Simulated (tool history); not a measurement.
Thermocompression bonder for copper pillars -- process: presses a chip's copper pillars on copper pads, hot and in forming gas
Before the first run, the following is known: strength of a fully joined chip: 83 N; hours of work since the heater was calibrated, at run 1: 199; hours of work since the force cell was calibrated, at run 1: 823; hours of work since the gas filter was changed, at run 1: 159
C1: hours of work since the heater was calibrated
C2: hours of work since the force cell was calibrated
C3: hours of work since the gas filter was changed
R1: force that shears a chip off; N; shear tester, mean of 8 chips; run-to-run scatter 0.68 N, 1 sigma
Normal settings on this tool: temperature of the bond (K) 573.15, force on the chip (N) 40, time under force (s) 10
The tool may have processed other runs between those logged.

{"run": 1, "hour": 0.0, "temperature of the bond (K)": 573.15, "force on the chip (N)": 40, "time under force (s)": 10, "C1": 199, "C2": 823, "C3": 159, "R1": 58.7}
{"hour": 4.1, "done": "forming gas filter changed"}
{"run": 2, "hour": 25.4, "temperature of the bond (K)": 573.15, "force on the chip (N)": 40, "time under force (s)": 10, "C1": 219, "C2": 843, "C3": 17, "R1": 58.4}
{"run": 3, "hour": 42.9, "temperature of the bond (K)": 573.15, "force on the chip (N)": 40, "time under force (s)": 10, "C1": 233, "C2": 856, "C3": 31, "R1": 58.0}
{"run": 4, "hour": 63.2, "temperature of the bond (K)": 573.15, "force on the chip (N)": 40, "time under force (s)": 10, "C1": 249, "C2": 872, "C3": 47, "R1": 57.7}
{"run": 5, "hour": 79.8, "temperature of the bond (K)": 573.15, "force on the chip (N)": 40, "time under force (s)": 10, "C1": 262, "C2": 885, "C3": 60, "R1": 57.2}
{"run": 6, "hour": 97.5, "temperature of the bond (K)": 573.15, "force on the chip (N)": 40, "time under force (s)": 10, "C1": 276, "C2": 899, "C3": 73, "R1": 58.4}
{"run": 7, "hour": 120.2, "temperature of the bond (K)": 594.15, "force on the chip (N)": 40, "time under force (s)": 10, "C1": 294, "C2": 917, "C3": 91, "R1": 67.6}
{"run": 8, "hour": 135.0, "temperature of the bond (K)": 577.15, "force on the chip (N)": 40, "time under force (s)": 10, "C1": 305, "C2": 929, "C3": 103, "R1": 59.9}
{"run": 9, "hour": 151.5, "temperature of the bond (K)": 554.15, "force on the chip (N)": 40, "time under force (s)": 10, "C1": 318, "C2": 942, "C3": 116, "R1": 46.3}
{"hour": 161.9, "done": "force cell calibrated"}
{"run": 10, "hour": 174.9, "temperature of the bond (K)": 554.15, "force on the chip (N)": 40, "time under force (s)": 10, "C1": 336, "C2": 10, "C3": 133, "R1": 46.5}
{"run": 11, "hour": 197.2, "temperature of the bond (K)": 573.15, "force on the chip (N)": 40, "time under force (s)": 10, "C1": 353, "C2": 28, "C3": 151, "R1": 57.3}
{"hour": 212.4, "done": "forming gas filter changed"}
{"run": 12, "hour": 222.0, "temperature of the bond (K)": 573.15, "force on the chip (N)": 40, "time under force (s)": 10, "C1": 372, "C2": 47, "C3": 8, "R1": 57.6}
{"run": 13, "hour": 247.4, "temperature of the bond (K)": 573.15, "force on the chip (N)": 40, "time under force (s)": 10, "C1": 392, "C2": 67, "C3": 28, "R1": 57.7}
{"run": 14, "hour": 265.9, "temperature of the bond (K)": 573.15, "force on the chip (N)": 40, "time under force (s)": 10, "C1": 407, "C2": 81, "C3": 42, "R1": 57.3}
{"run": 15, "hour": 282.5, "temperature of the bond (K)": 573.15, "force on the chip (N)": 40, "time under force (s)": 10, "C1": 420, "C2": 95, "C3": 55, "R1": 57.6}
{"run": 16, "hour": 296.2, "temperature of the bond (K)": 584.15, "force on the chip (N)": 26, "time under force (s)": 27, "C1": 431, "C2": 105, "C3": 66, "R1": 66.6}
{"run": 17, "hour": 322.4, "temperature of the bond (K)": 573.15, "force on the chip (N)": 45, "time under force (s)": 10, "C1": 451, "C2": 126, "C3": 87, "R1": 61.0}
{"run": 18, "hour": 343.2, "temperature of the bond (K)": 583.15, "force on the chip (N)": 51, "time under force (s)": 16, "C1": 468, "C2": 142, "C3": 103, "R1": 73.0}
{"run": 19, "hour": 366.9, "temperature of the bond (K)": 547.15, "force on the chip (N)": 39, "time under force (s)": 7, "C1": 486, "C2": 161, "C3": 122, "R1": 37.7}
{"run": 20, "hour": 384.5, "temperature of the bond (K)": 574.15, "force on the chip (N)": 40, "time under force (s)": 6, "C1": 500, "C2": 175, "C3": 135, "R1": 49.5}
{"run": 21, "hour": 404.3, "temperature of the bond (K)": 603.15, "force on the chip (N)": 40, "time under force (s)": 6, "C1": 516, "C2": 190, "C3": 151, "R1": 64.4}
{"hour": 418.0, "done": "forming gas filter changed"}
{"run": 22, "hour": 426.1, "temperature of the bond (K)": 551.15, "force on the chip (N)": 49, "time under force (s)": 6, "C1": 532, "C2": 207, "C3": 6, "R1": 43.6}
{"run": 23, "hour": 447.8, "temperature of the bond (K)": 551.15, "force on the chip (N)": 49, "time under force (s)": 6, "C1": 549, "C2": 224, "C3": 23, "R1": 42.9}
{"run": 24, "hour": 471.6, "temperature of the bond (K)": 585.15, "force on the chip (N)": 45, "time under force (s)": 6, "C1": 568, "C2": 243, "C3": 42, "R1": 58.7}
{"run": 25, "hour": 496.8, "temperature of the bond (K)": 597.15, "force on the chip (N)": 45, "time under force (s)": 6, "C1": 588, "C2": 263, "C3": 62, "R1": 64.5}
{"run": 26, "hour": 521.4, "temperature of the bond (K)": 558.15, "force on the chip (N)": 36, "time under force (s)": 10, "C1": 607, "C2": 282, "C3": 81, "R1": 47.1}
{"run": 27, "hour": 548.5, "temperature of the bond (K)": 599.15, "force on the chip (N)": 32, "time under force (s)": 12, "C1": 629, "C2": 303, "C3": 103, "R1": 65.4}

Branching from run 27: 4 alternative next runs. What would each branch give?
{"run": "A", "hour": 563.7, "temperature of the bond (K)": 573.15, "force on the chip (N)": 39, "time under force (s)": 10, "C1": 641, "C2": 315, "C3": 115, "R1": "?"}
{"run": "B", "hour": 563.7, "temperature of the bond (K)": 573.15, "force on the chip (N)": 28, "time under force (s)": 7, "C1": 641, "C2": 315, "C3": 115, "R1": "?"}
{"run": "C", "hour": 563.7, "temperature of the bond (K)": 575.15, "force on the chip (N)": 32, "time under force (s)": 15, "C1": 641, "C2": 315, "C3": 115, "R1": "?"}
{"run": "D", "hour": 563.7, "temperature of the bond (K)": 550.15, "force on the chip (N)": 30, "time under force (s)": 20, "C1": 641, "C2": 315, "C3": 115, "R1": "?"}

run=A R1=55.9
run=B R1=41.9
run=C R1=57.5
run=D R1=47.6
Had the tool no hidden state, the same runs would have come out as:
run=A R1=56.2
run=B R1=42.1
run=C R1=57.7
run=D R1=47.9
